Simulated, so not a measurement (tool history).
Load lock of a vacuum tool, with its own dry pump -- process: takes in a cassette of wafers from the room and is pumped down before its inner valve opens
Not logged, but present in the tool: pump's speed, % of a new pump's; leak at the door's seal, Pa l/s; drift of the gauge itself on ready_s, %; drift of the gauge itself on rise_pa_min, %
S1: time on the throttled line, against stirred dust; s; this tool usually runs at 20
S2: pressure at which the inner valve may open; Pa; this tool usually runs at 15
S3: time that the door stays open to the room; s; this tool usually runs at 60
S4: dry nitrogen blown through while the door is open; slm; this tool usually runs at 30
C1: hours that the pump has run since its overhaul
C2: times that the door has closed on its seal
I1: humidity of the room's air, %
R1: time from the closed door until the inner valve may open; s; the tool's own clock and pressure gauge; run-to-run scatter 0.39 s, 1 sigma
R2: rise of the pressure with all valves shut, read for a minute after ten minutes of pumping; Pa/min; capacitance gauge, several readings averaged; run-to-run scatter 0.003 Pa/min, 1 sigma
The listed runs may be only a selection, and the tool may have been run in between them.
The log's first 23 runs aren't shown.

{"run": 24, "hour": 4181.0, "S1": 20, "S2": 15, "S3": 57, "S4": 7, "C1": 13585, "C2": 38356, "I1": 44.8, "R1": 47.7, "R2": 0.211}
{"run": 25, "hour": 4335.8, "S1": 19, "S2": 15, "S3": 60, "S4": 30, "C1": 13739, "C2": 38842, "I1": 41.6, "R1": 47.4, "R2": 0.196}
{"run": 26, "hour": 4560.7, "S1": 19, "S2": 15, "S3": 60, "S4": 30, "C1": 13964, "C2": 39548, "I1": 45.7, "R1": 46.8, "R2": 0.202}
{"run": 27, "hour": 4767.2, "S1": 19, "S2": 15, "S3": 60, "S4": 30, "C1": 14171, "C2": 40196, "I1": 43.6, "R1": 46.9, "R2": 0.209}
{"run": 28, "hour": 5022.0, "S1": 11, "S2": 25, "S3": 60, "S4": 30, "C1": 14426, "C2": 40996, "I1": 45.1, "R1": 39.3, "R2": 0.215}
{"run": 29, "hour": 5145.0, "S1": 37, "S2": 13, "S3": 60, "S4": 30, "C1": 14549, "C2": 41382, "I1": 45.2, "R1": 60.3, "R2": 0.223}
{"run": 30, "hour": 5249.8, "S1": 37, "S2": 13, "S3": 60, "S4": 30, "C1": 14653, "C2": 41711, "I1": 45.8, "R1": 59.9, "R2": 0.215}
{"run": 31, "hour": 5380.0, "S1": 37, "S2": 13, "S3": 60, "S4": 30, "C1": 14784, "C2": 42120, "I1": 40.9, "R1": 60.9, "R2": 0.227}
{"run": 32, "hour": 5512.5, "S1": 17, "S2": 15, "S3": 60, "S4": 30, "C1": 14916, "C2": 42536, "I1": 46.4, "R1": 45.3, "R2": 0.228}
{"hour": 5617.1, "done": "dry pump taken out, an overhauled one fitted"}
{"run": 33, "hour": 5690.4, "S1": 13, "S2": 23, "S3": 83, "S4": 20, "C1": 73, "C2": 43075, "I1": 47.6, "R1": 35.5, "R2": 0.245}
{"run": 34, "hour": 5884.8, "S1": 13, "S2": 23, "S3": 83, "S4": 20, "C1": 268, "C2": 43686, "I1": 48.4, "R1": 35.7, "R2": 0.247}
{"run": 35, "hour": 6064.0, "S1": 13, "S2": 14, "S3": 151, "S4": 9, "C1": 447, "C2": 44248, "I1": 44.2, "R1": 37, "R2": 0.28}
{"run": 36, "hour": 6239.1, "S1": 26, "S2": 14, "S3": 151, "S4": 9, "C1": 622, "C2": 44798, "I1": 47.1, "R1": 48.1, "R2": 0.28}
{"run": 37, "hour": 6408.8, "S1": 19, "S2": 13, "S3": 82, "S4": 30, "C1": 792, "C2": 45331, "I1": 43.6, "R1": 42.2, "R2": 0.252}

Consider 4 possible next runs. They are alternatives, not a sequence: every one starts from the tool as it was left by run 37. What does each give?
{"run": "A", "hour": 6511.3, "S1": 25, "S2": 13, "S3": 174, "S4": 5, "C1": 894, "C2": 45653, "I1": 46.1, "R1": "?", "R2": "?"}
{"run": "B", "hour": 6511.3, "S1": 19, "S2": 13, "S3": 82, "S4": 30, "C1": 894, "C2": 45653, "I1": 43, "R1": "?", "R2": "?"}
{"run": "C", "hour": 6511.3, "S1": 34, "S2": 15, "S3": 31, "S4": 30, "C1": 894, "C2": 45653, "I1": 42.8, "R1": "?", "R2": "?"}
{"run": "D", "hour": 6511.3, "S1": 20, "S2": 25, "S3": 60, "S4": 19, "C1": 894, "C2": 45653, "I1": 42.1, "R1": "?", "R2": "?"}

run=A R1=46.2 R2=0.303
run=B R1=42.1 R2=0.254
run=C R1=53.2 R2=0.247
run=D R1=41 R2=0.259
With the hidden condition removed and each run's random variation left untouched, the same runs would have given:
run=A R1=45.9 R2=0.066
run=B R1=41.9 R2=0.021
run=C R1=52.9 R2=0.012
run=D R1=40.7 R2=0.021

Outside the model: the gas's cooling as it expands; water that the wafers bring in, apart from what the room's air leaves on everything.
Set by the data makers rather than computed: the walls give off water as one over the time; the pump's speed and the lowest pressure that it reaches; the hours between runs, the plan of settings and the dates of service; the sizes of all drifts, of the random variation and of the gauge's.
